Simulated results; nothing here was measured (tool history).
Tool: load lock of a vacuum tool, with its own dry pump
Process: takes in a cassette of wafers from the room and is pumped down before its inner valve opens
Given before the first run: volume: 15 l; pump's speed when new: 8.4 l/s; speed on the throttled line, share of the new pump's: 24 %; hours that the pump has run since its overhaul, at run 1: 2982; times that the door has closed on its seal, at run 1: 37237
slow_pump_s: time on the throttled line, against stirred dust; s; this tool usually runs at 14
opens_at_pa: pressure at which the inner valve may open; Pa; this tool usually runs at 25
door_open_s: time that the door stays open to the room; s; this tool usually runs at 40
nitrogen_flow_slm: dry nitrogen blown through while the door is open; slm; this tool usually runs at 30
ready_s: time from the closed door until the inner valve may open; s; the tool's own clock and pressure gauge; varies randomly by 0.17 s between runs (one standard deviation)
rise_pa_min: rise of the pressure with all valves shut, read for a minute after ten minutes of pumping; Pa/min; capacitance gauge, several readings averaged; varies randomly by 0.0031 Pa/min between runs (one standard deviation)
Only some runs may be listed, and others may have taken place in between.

run,day,slow_pump_s,opens_at_pa,door_open_s,nitrogen_flow_slm,hours that the pump has run since its overhaul,times that the door has closed on its seal,"incoming humidity of the room's air, %",ready_s,rise_pa_min
1,0,14,25,40,30,2982,37237,43.9,25.4,0.206
2,7.717,14,25,40,30,3167,38016,44.9,25.7,0.217
3,18.454,14,25,40,30,3424,39099,44.3,25.4,0.219
4,26.062,14,25,40,32,3607,39867,43.6,25.5,0.225
5,35.454,14,25,40,32,3832,40814,44.1,26.1,0.233
6,44.967,14,25,40,32,4061,41774,47,25.7,0.241
7,57.25,14,25,40,32,4356,43013,41.7,25.7,0.246
8,64.433,14,25,40,32,4528,43738,45.3,26,0.253
9,75.212,14,25,40,32,4787,44826,43.1,25.4,0.255
10,80.65,14,25,40,30,4917,45374,46.4,25.6,0.267
11,86.329,14,25,40,30,5053,45947,43.3,26.1,0.27
12,92.642,14,25,40,30,5205,46584,45.9,25.8,0.279
13,99.154,14,25,40,22,5361,47241,41.1,25.5,0.28
# day 103.808: door's seal changed, seat wiped
14,105.788,14,25,40,22,5519,200,39.6,25.3,0.06
15,113.429,14,25,40,22,5702,971,43.2,25.5,0.063
16,119.612,14,25,40,22,5851,1595,47.1,25.9,0.08
17,127.283,14,25,40,22,6035,2369,44.5,25.9,0.069
18,138.046,14,25,40,22,6293,3455,49.8,25.5,0.082
19,148.521,14,25,40,22,6545,4512,43.9,25.7,0.077
20,161.196,14,25,40,22,6849,5791,46.1,26,0.077
21,173.662,27,23,40,5,7148,7049,45.6,36,0.109
22,179.9,15,25,105,30,7298,7678,48.3,26.4,0.103
23,189.3,14,25,234,8,7523,8627,47.4,26.1,0.18
24,195.504,14,25,234,19,7672,9252,43.6,26.1,0.133
25,206.683,13,28,234,19,7941,10380,43.1,25.2,0.141
26,215.146,13,28,234,19,8144,11234,49.5,25,0.155
27,222.612,18,25,40,10,8323,11988,46.2,29.1,0.106
28,235.671,20,49,90,5,8636,13305,43.4,29.5,0.151
29,248.067,20,49,90,5,8934,14556,44.7,29.1,0.155
30,255.738,20,49,90,5,9118,15330,46.2,29.3,0.163
31,262.767,15,49,90,5,9287,16039,48.8,25.5,0.174
32,275.5,20,31,31,4,9592,17324,43.9,30.6,0.135
33,282.062,19,31,31,4,9750,17986,43.3,29.4,0.131
34,294.008,18,20,97,4,10036,19191,45.5,29.6,0.187
35,304.704,18,20,97,4,10293,20270,41.5,29.6,0.178
36,317.871,14,38,40,30,10609,21599,43.7,25.7,0.115
37,326.654,10,29,32,34,10820,22485,46.4,23.1,0.121

4 options for the next run, each taken on its own from the tool as it stands now. Forecast them:
A,333.608,21,25,40,25,10987,23186,48.5,?,?
B,333.608,7,29,32,34,10987,23186,46.5,?,?
C,333.608,7,25,126,14,10987,23186,44.5,?,?
D,333.608,10,21,40,30,10987,23186,44.3,?,?

run,ready_s,rise_pa_min
A,31.6,0.131
B,21,0.123
C,21,0.181
D,23.9,0.133
What these runs would have given with no unlogged condition in the tool:
run,ready_s,rise_pa_min
A,30.9,0.061
B,20,0.053
C,20,0.112
D,23,0.063
